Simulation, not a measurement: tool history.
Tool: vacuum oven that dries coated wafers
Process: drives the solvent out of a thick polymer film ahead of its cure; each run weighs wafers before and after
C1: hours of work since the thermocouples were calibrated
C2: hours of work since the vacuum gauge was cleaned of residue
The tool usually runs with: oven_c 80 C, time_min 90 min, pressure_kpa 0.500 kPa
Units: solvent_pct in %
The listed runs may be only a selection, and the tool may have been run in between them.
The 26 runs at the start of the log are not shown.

Run 27, hour 454.2: usual settings but pressure_kpa 0.461 kPa; C1 172; C2 785. Result: solvent_pct 2.22 %.
Run 28, hour 476.7: usual settings but pressure_kpa 0.461 kPa; C1 189; C2 802. Result: solvent_pct 2.05 %.
Run 29, hour 490.9: usual settings but oven_c 77 C, pressure_kpa 1.774 kPa; C1 199; C2 812. Result: solvent_pct 3.83 %.
Run 30, hour 501.1: usual settings but oven_c 77 C, pressure_kpa 1.004 kPa; C1 207; C2 820. Result: solvent_pct 3.47 %.
Run 31, hour 512.3: usual settings but oven_c 90 C, time_min 78 min, pressure_kpa 0.540 kPa; C1 215; C2 828. Result: solvent_pct 0.60 %.
Run 32, hour 527.2: usual settings but oven_c 85 C, pressure_kpa 0.606 kPa; C1 226; C2 839. Result: solvent_pct 0.82 %.
Run 33, hour 550.1: usual settings but oven_c 85 C, pressure_kpa 0.606 kPa; C1 243; C2 856. Result: solvent_pct 1.04 %.
Run 34, hour 564.1: usual settings but time_min 81 min, pressure_kpa 0.287 kPa; C1 254; C2 867. Result: solvent_pct 2.45 %.
Run 35, hour 585.3: usual settings but oven_c 76 C; C1 269; C2 882. Result: solvent_pct 3.57 %.
Run 36, hour 605.4: usual settings but oven_c 76 C; C1 284; C2 897. Result: solvent_pct 3.62 %.
Run 37, hour 615.3: usual settings but oven_c 76 C; C1 292; C2 905. Result: solvent_pct 3.60 %.

For run 38, what comes out?
Run 38, hour 633.6: usual settings but oven_c 66 C, time_min 46 min, pressure_kpa 0.288 kPa; C1 305; C2 918. Result: solvent_pct ?.

For run 38 the tool returned solvent_pct 12.19 %.
Were there no unlogged condition in the tool, this run, its random variation unchanged, would have produced solvent_pct 12.20 %.
